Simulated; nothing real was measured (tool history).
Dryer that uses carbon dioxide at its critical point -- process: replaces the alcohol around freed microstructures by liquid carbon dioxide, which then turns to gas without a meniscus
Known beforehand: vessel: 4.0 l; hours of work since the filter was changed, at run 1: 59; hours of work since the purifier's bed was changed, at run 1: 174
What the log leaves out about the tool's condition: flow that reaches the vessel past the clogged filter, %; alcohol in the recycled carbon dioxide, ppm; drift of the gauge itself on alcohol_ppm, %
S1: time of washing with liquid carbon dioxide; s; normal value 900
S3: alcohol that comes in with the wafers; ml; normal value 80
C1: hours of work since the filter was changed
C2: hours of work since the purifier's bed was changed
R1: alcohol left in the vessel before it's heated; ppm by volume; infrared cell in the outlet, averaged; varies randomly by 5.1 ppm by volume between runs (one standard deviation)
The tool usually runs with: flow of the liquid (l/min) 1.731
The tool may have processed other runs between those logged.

run 1 hour=0 | S1=900 flow_of_the_liquid_(l/min)=1.731 S3=80 | C1=59 C2=174 | R1=103
run 2 hour=18.6 | S1=900 flow_of_the_liquid_(l/min)=1.731 S3=80 | C1=73 C2=188 | R1=96
run 3 hour=38.5 | S1=900 flow_of_the_liquid_(l/min)=1.731 S3=80 | C1=88 C2=203 | R1=95
run 4 hour=76.3 | S1=900 flow_of_the_liquid_(l/min)=1.731 S3=80 | C1=117 C2=232 | R1=107
run 5 hour=113.9 | S1=900 flow_of_the_liquid_(l/min)=1.731 S3=80 | C1=145 C2=261 | R1=119
run 6 hour=141.5 | S1=900 flow_of_the_liquid_(l/min)=1.731 S3=80 | C1=166 C2=282 | R1=127
run 7 hour=174.7 | S1=900 flow_of_the_liquid_(l/min)=1.731 S3=80 | C1=192 C2=307 | R1=131
run 8 hour=204.5 | S1=900 flow_of_the_liquid_(l/min)=1.731 S3=80 | C1=214 C2=330 | R1=138
run 9 hour=227.1 | S1=720 flow_of_the_liquid_(l/min)=1.731 S3=80 | C1=232 C2=347 | R1=326
run 10 hour=256.1 | S1=900 flow_of_the_liquid_(l/min)=1.731 S3=35 | C1=254 C2=369 | R1=91
run 11 hour=282.9 | S1=960 flow_of_the_liquid_(l/min)=1.731 S3=80 | C1=274 C2=389 | R1=122
run 12 hour=316.5 | S1=1200 flow_of_the_liquid_(l/min)=1.731 S3=80 | C1=299 C2=415 | R1=55
run 13 hour=351 | S1=1200 flow_of_the_liquid_(l/min)=1.731 S3=80 | C1=326 C2=441 | R1=62
run 14 hour=374.4 | S1=900 flow_of_the_liquid_(l/min)=1.731 S3=22 | C1=344 C2=459 | R1=81
-- hour=406.4 inlet filter changed
run 15 hour=406.4 | S1=900 flow_of_the_liquid_(l/min)=1.731 S3=61 | C1=0 C2=483 | R1=91
run 16 hour=437.8 | S1=900 flow_of_the_liquid_(l/min)=1.731 S3=61 | C1=24 C2=506 | R1=107
run 17 hour=474.7 | S1=1320 flow_of_the_liquid_(l/min)=2.25 S3=52 | C1=52 C2=534 | R1=55
run 18 hour=499.3 | S1=1080 flow_of_the_liquid_(l/min)=1.08 S3=108 | C1=71 C2=553 | R1=531
run 19 hour=530.4 | S1=540 flow_of_the_liquid_(l/min)=1.41 S3=96 | C1=94 C2=577 | R1=1754
run 20 hour=555 | S1=540 flow_of_the_liquid_(l/min)=1.41 S3=96 | C1=113 C2=596 | R1=1798
run 21 hour=578.9 | S1=1020 flow_of_the_liquid_(l/min)=1.12 S3=80 | C1=131 C2=614 | R1=492
run 22 hour=611.7 | S1=900 flow_of_the_liquid_(l/min)=1.731 S3=42 | C1=156 C2=639 | R1=117
run 23 hour=646.1 | S1=900 flow_of_the_liquid_(l/min)=1.731 S3=42 | C1=182 C2=665 | R1=118
run 24 hour=671.4 | S1=540 flow_of_the_liquid_(l/min)=1.731 S3=42 | C1=202 C2=684 | R1=494
run 25 hour=696.9 | S1=780 flow_of_the_liquid_(l/min)=1.94 S3=83 | C1=221 C2=703 | R1=184
run 26 hour=725.8 | S1=780 flow_of_the_liquid_(l/min)=1.94 S3=83 | C1=243 C2=725 | R1=202
run 27 hour=759.8 | S1=1380 flow_of_the_liquid_(l/min)=1.05 S3=80 | C1=269 C2=751 | R1=282
run 28 hour=782.8 | S1=600 flow_of_the_liquid_(l/min)=2.86 S3=23 | C1=286 C2=769 | R1=93
run 29 hour=799.9 | S1=780 flow_of_the_liquid_(l/min)=1.731 S3=49 | C1=299 C2=782 | R1=224
run 30 hour=833.9 | S1=1200 flow_of_the_liquid_(l/min)=2.88 S3=54 | C1=325 C2=808 | R1=77
run 31 hour=874.3 | S1=1140 flow_of_the_liquid_(l/min)=2.08 S3=72 | C1=356 C2=838 | R1=93
-- hour=888.6 inlet filter changed
run 32 hour=900.7 | S1=1140 flow_of_the_liquid_(l/min)=2.08 S3=72 | C1=9 C2=858 | R1=88

Predict each of these 3 candidate next runs independently; none follows another, all start after run 32:
run A hour=937.9 | S1=1140 flow_of_the_liquid_(l/min)=2.08 S3=30 | C1=38 C2=886 | R1=?
run B hour=937.9 | S1=900 flow_of_the_liquid_(l/min)=2.37 S3=80 | C1=38 C2=886 | R1=?
run C hour=937.9 | S1=720 flow_of_the_liquid_(l/min)=1.36 S3=72 | C1=38 C2=886 | R1=?

run=A R1=84
run=B R1=105
run=C R1=673
Had the tool no hidden state, the same runs would have come out as:
run=A R1=2
run=B R1=22
run=C R1=550

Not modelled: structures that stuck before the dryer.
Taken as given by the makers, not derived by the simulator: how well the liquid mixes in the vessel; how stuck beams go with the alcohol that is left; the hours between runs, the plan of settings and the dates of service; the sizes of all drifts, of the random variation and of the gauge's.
